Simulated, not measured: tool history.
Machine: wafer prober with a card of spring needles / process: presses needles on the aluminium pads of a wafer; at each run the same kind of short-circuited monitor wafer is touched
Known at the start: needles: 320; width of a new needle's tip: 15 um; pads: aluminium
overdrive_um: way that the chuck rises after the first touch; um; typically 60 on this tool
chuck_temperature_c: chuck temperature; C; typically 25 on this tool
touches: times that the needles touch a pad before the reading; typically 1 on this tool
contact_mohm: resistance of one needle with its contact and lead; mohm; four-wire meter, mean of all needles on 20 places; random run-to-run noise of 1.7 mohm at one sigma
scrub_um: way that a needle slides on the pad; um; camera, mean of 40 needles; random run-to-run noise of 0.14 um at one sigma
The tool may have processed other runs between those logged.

run     day  overdrive_um  chuck_temperature_c  touches  contact_mohm  scrub_um
  1       0            60                   25        1           272     11.13
      0.217  -- tips cleaned on abrasive film
      0.575  -- tips cleaned on abrasive film
      0.938  -- tips cleaned on abrasive film
      1.296  -- tips cleaned on abrasive film
      1.654  -- tips cleaned on abrasive film
      2.012  -- tips cleaned on abrasive film
  2   2.158            60                   25        1           290     11.13
      2.308  -- tips cleaned on abrasive film
      2.667  -- tips cleaned on abrasive film
      3.025  -- tips cleaned on abrasive film
      3.312  -- tips cleaned on abrasive film
  3   3.479            60                   25        1           292     11.12
      3.625  -- tips cleaned on abrasive film
      3.983  -- tips cleaned on abrasive film
      4.342  -- tips cleaned on abrasive film
        4.7  -- tips cleaned on abrasive film
  4   4.812            60                   25        1           283     11.08
      5.029  -- tips cleaned on abrasive film
      5.317  -- tips cleaned on abrasive film
        5.4  -- height of the first contact set anew
      5.692  -- tips cleaned on abrasive film
       6.05  -- tips cleaned on abrasive film
        6.4  -- tips cleaned on abrasive film
  5     6.4            60                   25        1           185     12.11
      6.762  -- tips cleaned on abrasive film
      7.121  -- tips cleaned on abrasive film
      7.479  -- tips cleaned on abrasive film
      7.838  -- tips cleaned on abrasive film
      8.129  -- tips cleaned on abrasive film
  6   8.158            60                   25        1           210     11.96
      8.446  -- tips cleaned on abrasive film
      8.804  -- tips cleaned on abrasive film
      9.162  -- tips cleaned on abrasive film
      9.525  -- tips cleaned on abrasive film
      9.883  -- tips cleaned on abrasive film
     10.242  -- tips cleaned on abrasive film
     10.529  -- tips cleaned on abrasive film
     10.892  -- tips cleaned on abrasive film
      11.25  -- tips cleaned on abrasive film
  7  11.304            60                   59        1           233        12
     11.592  -- tips cleaned on abrasive film
      11.95  -- tips cleaned on abrasive film
     12.238  -- tips cleaned on abrasive film
     12.596  -- tips cleaned on abrasive film
     12.888  -- tips cleaned on abrasive film
     13.246  -- tips cleaned on abrasive film
  8  13.488            60                   59        1           335     11.63
     13.562  -- tips cleaned on abrasive film
     13.925  -- tips cleaned on abrasive film
     14.283  -- tips cleaned on abrasive film
     14.642  -- tips cleaned on abrasive film
     14.929  -- tips cleaned on abrasive film
     15.292  -- tips cleaned on abrasive film
  9  15.362            60                   59        1           253     11.69
     15.579  -- tips cleaned on abrasive film
     15.942  -- tips cleaned on abrasive film
     16.229  -- tips cleaned on abrasive film
     16.588  -- tips cleaned on abrasive film
     16.946  -- tips cleaned on abrasive film
     17.308  -- tips cleaned on abrasive film
     17.667  -- tips cleaned on abrasive film
     18.025  -- tips cleaned on abrasive film
     18.312  -- tips cleaned on abrasive film
 10  18.333            60                   59        1           217     11.48
     18.621  -- tips cleaned on abrasive film
     18.983  -- tips cleaned on abrasive film
     19.342  -- tips cleaned on abrasive film
       19.7  -- tips cleaned on abrasive film
 11    19.8            60                   59        2           232     11.25
     20.017  -- tips cleaned on abrasive film
     20.375  -- tips cleaned on abrasive film
     20.662  -- tips cleaned on abrasive film
     21.025  -- tips cleaned on abrasive film
 12  21.108            76                   94        2           216     14.64
     21.325  -- tips cleaned on abrasive film
     21.612  -- tips cleaned on abrasive film
     21.971  -- tips cleaned on abrasive film
     22.333  -- tips cleaned on abrasive film
     22.621  -- tips cleaned on abrasive film
     22.979  -- tips cleaned on abrasive film
     23.338  -- tips cleaned on abrasive film
     23.696  -- tips cleaned on abrasive film
     23.988  -- tips cleaned on abrasive film
 13   24.15            45                   25        1           453      7.92
     24.296  -- tips cleaned on abrasive film
     24.654  -- tips cleaned on abrasive film
     25.017  -- tips cleaned on abrasive film
     25.375  -- tips cleaned on abrasive film
     25.662  -- tips cleaned on abrasive film
     26.021  -- tips cleaned on abrasive film
     26.379  -- tips cleaned on abrasive film
     26.742  -- tips cleaned on abrasive film
     27.092  -- tips cleaned on abrasive film
 14  27.092            45                   25        1           227      7.72
     27.388  -- height of the first contact set anew
     27.462  -- tips cleaned on abrasive film
     27.754  -- tips cleaned on abrasive film
     28.112  -- tips cleaned on abrasive film
       28.4  -- tips cleaned on abrasive film
     28.688  -- tips cleaned on abrasive film
      29.05  -- tips cleaned on abrasive film
     29.408  -- tips cleaned on abrasive film
 15  29.633            63                   29        1           324     12.86
     29.708  -- tips cleaned on abrasive film
     29.996  -- tips cleaned on abrasive film
     30.358  -- tips cleaned on abrasive film
     30.646  -- tips cleaned on abrasive film
     31.004  -- tips cleaned on abrasive film
     31.292  -- tips cleaned on abrasive film
      31.65  -- tips cleaned on abrasive film
     31.942  -- tips cleaned on abrasive film
 16  32.221            63                   29        1           348      12.6
     32.296  -- tips cleaned on abrasive film
     32.658  -- tips cleaned on abrasive film
     33.017  -- tips cleaned on abrasive film
     33.375  -- tips cleaned on abrasive film
     33.662  -- tips cleaned on abrasive film
 17  33.867            41                   25        3           314      8.12
     34.012  -- tips cleaned on abrasive film
     34.371  -- tips cleaned on abrasive film
     34.733  -- tips cleaned on abrasive film
     35.092  -- tips cleaned on abrasive film
     35.379  -- tips cleaned on abrasive film
     35.667  -- tips cleaned on abrasive film
 18  35.667            41                   45        3           203      7.94
     36.025  -- tips cleaned on abrasive film
     36.383  -- tips cleaned on abrasive film
     36.746  -- tips cleaned on abrasive film
     37.104  -- tips cleaned on abrasive film
     37.462  -- tips cleaned on abrasive film
     37.821  -- tips cleaned on abrasive film
     38.112  -- tips cleaned on abrasive film
     38.471  -- tips cleaned on abrasive film
 19  38.517            40                   92        2           285      7.54
     38.804  -- tips cleaned on abrasive film
     39.092  -- tips cleaned on abrasive film
     39.454  -- tips cleaned on abrasive film
     39.812  -- tips cleaned on abrasive film
     40.171  -- tips cleaned on abrasive film
     40.529  -- tips cleaned on abrasive film
     40.892  -- tips cleaned on abrasive film
 20  41.046            71                   92        1           285     13.71
     41.192  -- tips cleaned on abrasive film
      41.55  -- tips cleaned on abrasive film
     41.908  -- tips cleaned on abrasive film
     42.271  -- tips cleaned on abrasive film
     42.629  -- tips cleaned on abrasive film
     42.988  -- tips cleaned on abrasive film
     43.346  -- tips cleaned on abrasive film
     43.708  -- tips cleaned on abrasive film
     44.067  -- tips cleaned on abrasive film
 21  44.108            62                  117        3           220     12.14

5 ways to go on from here, each from the tool as it stands after run 21. What would each give?
     44.396  -- tips cleaned on abrasive film
     44.754  -- tips cleaned on abrasive film
     45.046  -- tips cleaned on abrasive film
     45.404  -- tips cleaned on abrasive film
     45.762  -- tips cleaned on abrasive film
  A  45.854            46                  125        1             ?         ?
     44.396  -- tips cleaned on abrasive film
     44.754  -- tips cleaned on abrasive film
     45.046  -- tips cleaned on abrasive film
     45.404  -- tips cleaned on abrasive film
     45.762  -- tips cleaned on abrasive film
  B  45.854            69                  110        1             ?         ?
     44.396  -- tips cleaned on abrasive film
     44.754  -- tips cleaned on abrasive film
     45.046  -- tips cleaned on abrasive film
     45.404  -- tips cleaned on abrasive film
     45.762  -- tips cleaned on abrasive film
  C  45.854            51                   25        2             ?         ?
     44.396  -- tips cleaned on abrasive film
     44.754  -- tips cleaned on abrasive film
     45.046  -- tips cleaned on abrasive film
     45.404  -- tips cleaned on abrasive film
     45.762  -- tips cleaned on abrasive film
  D  45.854            51                   40        2             ?         ?
     44.396  -- tips cleaned on abrasive film
     44.754  -- tips cleaned on abrasive film
     45.046  -- tips cleaned on abrasive film
     45.404  -- tips cleaned on abrasive film
     45.762  -- tips cleaned on abrasive film
  E  45.854            62                   45        3             ?         ?

run  contact_mohm  scrub_um
  A           354      8.38
  B           256     12.96
  C           262      9.28
  D           265      9.24
  E           213     11.67
What these runs would have given with no unlogged condition in the tool:
run  contact_mohm  scrub_um
  A           193      9.41
  B           185     13.99
  C           170      10.3
  D           174     10.26
  E           173      12.7
